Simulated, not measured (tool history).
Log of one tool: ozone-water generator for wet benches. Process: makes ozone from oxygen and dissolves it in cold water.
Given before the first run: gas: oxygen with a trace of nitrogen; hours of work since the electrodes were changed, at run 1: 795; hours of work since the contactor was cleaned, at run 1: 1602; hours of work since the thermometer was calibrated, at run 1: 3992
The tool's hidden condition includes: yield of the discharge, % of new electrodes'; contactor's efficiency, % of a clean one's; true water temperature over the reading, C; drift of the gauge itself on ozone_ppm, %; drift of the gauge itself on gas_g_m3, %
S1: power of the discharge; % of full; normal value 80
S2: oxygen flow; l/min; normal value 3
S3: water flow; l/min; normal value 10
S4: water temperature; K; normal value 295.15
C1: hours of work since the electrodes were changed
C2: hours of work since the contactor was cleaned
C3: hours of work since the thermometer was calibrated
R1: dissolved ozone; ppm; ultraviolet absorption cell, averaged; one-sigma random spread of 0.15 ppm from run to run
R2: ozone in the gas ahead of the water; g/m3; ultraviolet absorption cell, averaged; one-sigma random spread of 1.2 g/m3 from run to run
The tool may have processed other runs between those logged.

Run 1, day 0: usual settings; C1 795; C2 1602; C3 3992. Result: R1 17.6 ppm, R2 209.8 g/m3.
Run 2, day 1.017: usual settings; C1 811; C2 1618; C3 4007. Result: R1 17.6 ppm, R2 208.2 g/m3.
Run 3, day 2.467: usual settings but S1 53 % of full; C1 833; C2 1640; C3 4030. Result: R1 13 ppm, R2 150.8 g/m3.
Run 4, day 3.604: usual settings but S1 53 % of full; C1 851; C2 1658; C3 4048. Result: R1 12.8 ppm, R2 151.7 g/m3.
Run 5, day 4.338: usual settings but S3 8 l/min; C1 863; C2 1669; C3 4059. Result: R1 21.8 ppm, R2 208.3 g/m3.
Run 6, day 5.158: usual settings but S1 48 % of full; C1 875; C2 1682; C3 4072. Result: R1 12 ppm, R2 140.3 g/m3.
Run 7, day 5.846: usual settings but S1 48 % of full; C1 886; C2 1693; C3 4083. Result: R1 11.8 ppm, R2 140.4 g/m3.
Run 8, day 6.712: usual settings but S1 48 % of full, S4 294.15 K; C1 900; C2 1706; C3 4096. Result: R1 12.1 ppm, R2 141 g/m3.
At day 7.658: water thermometer calibrated.
Run 9, day 8.079: usual settings but S1 48 % of full, S4 294.15 K; C1 921; C2 1727; C3 7. Result: R1 12.2 ppm, R2 139.8 g/m3.
Run 10, day 9.412: usual settings but S1 48 % of full, S4 294.15 K; C1 941; C2 1748; C3 27. Result: R1 12.1 ppm, R2 141.4 g/m3.
Run 11, day 10.588: usual settings but S1 48 % of full, S4 294.15 K; C1 960; C2 1767; C3 46. Result: R1 12.2 ppm, R2 140.8 g/m3.
Run 12, day 11.533: usual settings but S1 63 % of full, S3 12 l/min, S4 294.15 K; C1 974; C2 1781; C3 60. Result: R1 12.3 ppm, R2 172.5 g/m3.
Run 13, day 12.65: usual settings but S1 63 % of full, S3 12 l/min, S4 294.15 K; C1 992; C2 1799; C3 78. Result: R1 12.6 ppm, R2 172.6 g/m3.
Run 14, day 13.333: usual settings but S1 63 % of full, S3 12 l/min, S4 294.15 K; C1 1002; C2 1809; C3 88. Result: R1 12.5 ppm, R2 171.6 g/m3.
Run 15, day 14.342: usual settings but S1 42 % of full, S2 5.03 l/min, S3 11 l/min, S4 288.15 K; C1 1018; C2 1825; C3 104. Result: R1 10.2 ppm, R2 90 g/m3.
Run 16, day 15.308: usual settings but S1 42 % of full, S2 5.03 l/min, S3 11 l/min, S4 288.15 K; C1 1033; C2 1840; C3 119. Result: R1 10.2 ppm, R2 91.5 g/m3.
Run 17, day 16.479: usual settings but S1 42 % of full, S2 5.03 l/min, S3 11 l/min, S4 288.15 K; C1 1052; C2 1858; C3 138. Result: R1 10.2 ppm, R2 92.9 g/m3.
Run 18, day 17.704: usual settings but S3 6 l/min; C1 1071; C2 1878; C3 157. Result: R1 27.3 ppm, R2 209.5 g/m3.
Run 19, day 18.392: usual settings but S1 44 % of full, S2 2.6 l/min, S3 13 l/min, S4 300.15 K; C1 1081; C2 1888; C3 167. Result: R1 8.1 ppm, R2 143.9 g/m3.
Run 20, day 19.412: usual settings but S1 44 % of full, S2 2.6 l/min, S3 13 l/min, S4 300.15 K; C1 1097; C2 1904; C3 183. Result: R1 8.2 ppm, R2 143.5 g/m3.
Run 21, day 20.729: usual settings but S1 44 % of full, S2 2.6 l/min, S3 13 l/min, S4 300.15 K; C1 1118; C2 1925; C3 204. Result: R1 8 ppm, R2 143.7 g/m3.

Here are 4 independent what-if runs from the current tool condition. What would each one return?
Run A, day 21.375: usual settings but S1 44 % of full, S2 3.62 l/min, S3 7 l/min, S4 300.15 K; C1 1128; C2 1935; C3 214. Result: R1 ?, R2 ?.
Run B, day 21.375: usual settings but S1 44 % of full, S2 1.72 l/min, S3 13 l/min, S4 290.15 K; C1 1128; C2 1935; C3 214. Result: R1 ?, R2 ?.
Run C, day 21.375: usual settings but S1 53 % of full, S2 2.68 l/min, S3 6 l/min; C1 1128; C2 1935; C3 214. Result: R1 ?, R2 ?.
Run D, day 21.375: usual settings but S1 50 % of full, S3 12 l/min, S4 294.15 K; C1 1128; C2 1935; C3 214. Result: R1 ?, R2 ?.

run    R1     R2
  A  13.1  115.8
  B   9.2  186.8
  C  20.1  161.5
  D  10.4  144.3
Take away the tool's hidden state, keep each run's random variation, and the runs would have read:
run    R1     R2
  A  13.1  115.9
  B   9.2  186.8
  C  20.1  161.6
  D  10.4  144.3
